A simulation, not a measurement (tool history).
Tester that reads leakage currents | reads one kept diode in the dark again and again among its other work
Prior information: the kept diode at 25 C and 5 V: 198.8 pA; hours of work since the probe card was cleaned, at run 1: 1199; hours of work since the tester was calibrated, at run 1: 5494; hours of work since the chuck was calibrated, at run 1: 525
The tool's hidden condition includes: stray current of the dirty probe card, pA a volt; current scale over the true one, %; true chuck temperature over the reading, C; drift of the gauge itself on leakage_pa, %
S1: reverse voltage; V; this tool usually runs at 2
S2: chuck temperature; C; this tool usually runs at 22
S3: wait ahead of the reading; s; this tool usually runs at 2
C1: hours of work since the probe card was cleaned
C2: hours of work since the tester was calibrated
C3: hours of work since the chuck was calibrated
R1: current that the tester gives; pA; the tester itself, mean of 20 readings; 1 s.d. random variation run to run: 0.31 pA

{"run": 1, "hour": 0.0, "S1": 2, "S2": 22, "S3": 2, "C1": 1199, "C2": 5494, "C3": 525, "R1": 113.65}
{"hour": 46.1, "done": "tester calibrated"}
{"run": 2, "hour": 126.7, "S1": 2, "S2": 22, "S3": 2, "C1": 1269, "C2": 45, "C3": 594, "R1": 118.14}
{"run": 3, "hour": 335.3, "S1": 2, "S2": 41, "S3": 2, "C1": 1385, "C2": 161, "C3": 711, "R1": 661.05}
{"run": 4, "hour": 549.5, "S1": 2, "S2": 41, "S3": 2, "C1": 1505, "C2": 281, "C3": 830, "R1": 674.92}
{"hour": 798.1, "done": "chuck's temperature calibrated"}
{"run": 5, "hour": 798.1, "S1": 2, "S2": 22, "S3": 2, "C1": 1642, "C2": 418, "C3": 0, "R1": 106.2}
{"run": 6, "hour": 1052.3, "S1": 2, "S2": 22, "S3": 2, "C1": 1784, "C2": 560, "C3": 142, "R1": 109.15}
{"run": 7, "hour": 1271.3, "S1": 2, "S2": 22, "S3": 2, "C1": 1906, "C2": 682, "C3": 264, "R1": 111.76}
{"hour": 1323.0, "done": "probe card cleaned and baked"}
{"run": 8, "hour": 1464.0, "S1": 2, "S2": 22, "S3": 2, "C1": 79, "C2": 788, "C3": 370, "R1": 108.48}
{"run": 9, "hour": 1615.8, "S1": 2, "S2": 22, "S3": 2, "C1": 163, "C2": 872, "C3": 454, "R1": 110.14}
{"run": 10, "hour": 1779.1, "S1": 2, "S2": 22, "S3": 2, "C1": 254, "C2": 963, "C3": 545, "R1": 111.8}
{"run": 11, "hour": 2054.4, "S1": 2, "S2": 22, "S3": 1.8, "C1": 408, "C2": 1117, "C3": 699, "R1": 115.6}
{"run": 12, "hour": 2197.0, "S1": 2, "S2": 22, "S3": 1.8, "C1": 487, "C2": 1196, "C3": 778, "R1": 117.23}
{"run": 13, "hour": 2412.0, "S1": 2, "S2": 22, "S3": 1.8, "C1": 607, "C2": 1316, "C3": 898, "R1": 119.31}
{"hour": 2545.9, "done": "chuck's temperature calibrated"}
{"run": 14, "hour": 2557.3, "S1": 2, "S2": 22, "S3": 1.8, "C1": 687, "C2": 1396, "C3": 6, "R1": 101.81}
{"run": 15, "hour": 2795.1, "S1": 8.47, "S2": 22, "S3": 2, "C1": 820, "C2": 1529, "C3": 139, "R1": 194.47}
{"run": 16, "hour": 2971.2, "S1": 8.47, "S2": 22, "S3": 2, "C1": 918, "C2": 1627, "C3": 237, "R1": 198.84}
{"run": 17, "hour": 3173.8, "S1": 2, "S2": 46, "S3": 2, "C1": 1031, "C2": 1740, "C3": 350, "R1": 929.05}
{"run": 18, "hour": 3389.3, "S1": 2, "S2": 46, "S3": 2, "C1": 1151, "C2": 1860, "C3": 470, "R1": 946.39}
{"run": 19, "hour": 3590.2, "S1": 2, "S2": 46, "S3": 2, "C1": 1263, "C2": 1972, "C3": 582, "R1": 959.29}
{"run": 20, "hour": 3716.2, "S1": 4.7, "S2": 24, "S3": 5.92, "C1": 1333, "C2": 2042, "C3": 653, "R1": 201.11}
{"run": 21, "hour": 3933.5, "S1": 3.73, "S2": 30, "S3": 1.25, "C1": 1454, "C2": 2164, "C3": 774, "R1": 321.33}
{"run": 22, "hour": 4061.4, "S1": 11.74, "S2": 37, "S3": 1.51, "C1": 1526, "C2": 2235, "C3": 845, "R1": 973.27}
{"hour": 4280.5, "done": "chuck's temperature calibrated"}
{"run": 23, "hour": 4325.3, "S1": 11.74, "S2": 27, "S3": 1.51, "C1": 1672, "C2": 2381, "C3": 25, "R1": 363.54}
{"run": 24, "hour": 4574.8, "S1": 16.48, "S2": 46, "S3": 1.51, "C1": 1811, "C2": 2520, "C3": 164, "R1": 2163.34}
{"run": 25, "hour": 4779.4, "S1": 3.94, "S2": 41, "S3": 2.16, "C1": 1925, "C2": 2634, "C3": 278, "R1": 796.74}
{"hour": 4808.3, "done": "probe card cleaned and baked"}
{"run": 26, "hour": 4907.1, "S1": 1.09, "S2": 41, "S3": 2.31, "C1": 55, "C2": 2704, "C3": 348, "R1": 471.22}
{"run": 27, "hour": 5089.8, "S1": 2.64, "S2": 43, "S3": 0.77, "C1": 157, "C2": 2805, "C3": 450, "R1": 814.99}
{"run": 28, "hour": 5277.4, "S1": 11.57, "S2": 42, "S3": 0.37, "C1": 262, "C2": 2910, "C3": 554, "R1": 1400.68}
{"run": 29, "hour": 5547.2, "S1": 2.66, "S2": 42, "S3": 0.37, "C1": 412, "C2": 3060, "C3": 705, "R1": 778.61}
{"run": 30, "hour": 5803.2, "S1": 17.07, "S2": 24, "S3": 1.44, "C1": 555, "C2": 3203, "C3": 847, "R1": 349.36}
{"run": 31, "hour": 5984.1, "S1": 11.17, "S2": 33, "S3": 1.52, "C1": 656, "C2": 3304, "C3": 948, "R1": 667.13}
{"hour": 6035.6, "done": "chuck's temperature calibrated"}
{"run": 32, "hour": 6139.4, "S1": 11.17, "S2": 33, "S3": 1.52, "C1": 741, "C2": 3389, "C3": 58, "R1": 592.95}
{"run": 33, "hour": 6376.6, "S1": 1.95, "S2": 45, "S3": 0.59, "C1": 873, "C2": 3522, "C3": 190, "R1": 830.49}
{"run": 34, "hour": 6552.1, "S1": 1.95, "S2": 45, "S3": 0.59, "C1": 971, "C2": 3620, "C3": 288, "R1": 840.23}
{"run": 35, "hour": 6735.3, "S1": 1.95, "S2": 45, "S3": 0.59, "C1": 1073, "C2": 3722, "C3": 390, "R1": 853.57}
{"run": 36, "hour": 6908.8, "S1": 1.95, "S2": 45, "S3": 0.59, "C1": 1170, "C2": 3818, "C3": 487, "R1": 863.93}
{"run": 37, "hour": 7052.0, "S1": 9.41, "S2": 45, "S3": 0.32, "C1": 1250, "C2": 3898, "C3": 567, "R1": 1684.67}
{"run": 38, "hour": 7298.1, "S1": 9.41, "S2": 45, "S3": 0.32, "C1": 1387, "C2": 4036, "C3": 704, "R1": 1712.61}

Below are 5 alternative next runs, each starting from the tool's condition after run 38. Predict each:
{"run": "A", "hour": 7569.9, "S1": 6.66, "S2": 20, "S3": 1.71, "C1": 1539, "C2": 4187, "C3": 855, "R1": "?"}
{"run": "B", "hour": 7569.9, "S1": 2.16, "S2": 27, "S3": 7.65, "C1": 1539, "C2": 4187, "C3": 855, "R1": "?"}
{"run": "C", "hour": 7569.9, "S1": 2, "S2": 33, "S3": 2, "C1": 1539, "C2": 4187, "C3": 855, "R1": "?"}
{"run": "D", "hour": 7569.9, "S1": 14.28, "S2": 53, "S3": 3.56, "C1": 1539, "C2": 4187, "C3": 855, "R1": "?"}
{"run": "E", "hour": 7569.9, "S1": 9.79, "S2": 51, "S3": 0.72, "C1": 1539, "C2": 4187, "C3": 855, "R1": "?"}

run=A R1=171.5
run=B R1=199.09
run=C R1=329.78
run=D R1=3978.27
run=E R1=2917.98
Stripped of hidden state, with their random variation kept, the same runs would have yielded:
run=A R1=138.49
run=B R1=171.49
run=C R1=288.42
run=D R1=3554.5
run=E R1=2604.41
